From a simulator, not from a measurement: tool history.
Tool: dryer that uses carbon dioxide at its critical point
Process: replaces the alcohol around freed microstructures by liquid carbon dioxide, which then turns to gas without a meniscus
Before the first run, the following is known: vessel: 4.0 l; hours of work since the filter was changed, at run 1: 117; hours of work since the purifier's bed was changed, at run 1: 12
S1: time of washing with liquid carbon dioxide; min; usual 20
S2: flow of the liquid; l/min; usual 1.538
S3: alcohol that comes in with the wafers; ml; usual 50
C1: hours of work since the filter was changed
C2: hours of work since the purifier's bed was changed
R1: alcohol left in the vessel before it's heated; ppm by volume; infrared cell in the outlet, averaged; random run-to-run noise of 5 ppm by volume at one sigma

run   hour  S1     S2  S3   C1   C2   R1
  1      0  20  1.538  50  117   12   32
  2   28.1  20  1.538  50  138   33   43
  3   64.5  20  1.538  50  165   60   41
  4   79.3  20  1.538  50  177   72   56
      97.5  -- inlet filter changed
  5  108.8  13  1.538  50    9   93  170
  6  130.7  20  1.538  50   25  110   30
  7  154.4  20  1.538  50   43  128   41
  8  171.8  20  1.538  50   56  141   45
  9  202.1  20  1.538  50   79  163   46
 10  220.8  20  1.538  50   93  178   59
 11    255  20  1.538  50  119  203   59
 12  274.8  20  1.538  50  134  218   65
 13  300.1  20  1.538  50  153  237   71
 14  334.9  20  1.538  50  179  264   80
     349.4  -- inlet filter changed
 15  361.5  20    2.1  46    9  283   43
 16    398  13    2.1  22   37  311   57
 17  416.2  29   1.35  40   50  324   52
 18  433.5  29   1.35  40   63  337   54
 19    450  29   1.35  40   76  350   58
 20  477.5  17   0.95  40   97  371  450
 21  497.7  17   0.95  40  112  386  464
 22  517.3  17   0.95  40  127  401  474
 23  541.4  21  1.538  40  145  419   77

Forecast run 24:
 24  571.8  21  2.05  23  168  442   ?

Run 24 produced R1 73 ppm by volume.
Had the tool carried no hidden state, the very same run would have given R1 9 ppm by volume.

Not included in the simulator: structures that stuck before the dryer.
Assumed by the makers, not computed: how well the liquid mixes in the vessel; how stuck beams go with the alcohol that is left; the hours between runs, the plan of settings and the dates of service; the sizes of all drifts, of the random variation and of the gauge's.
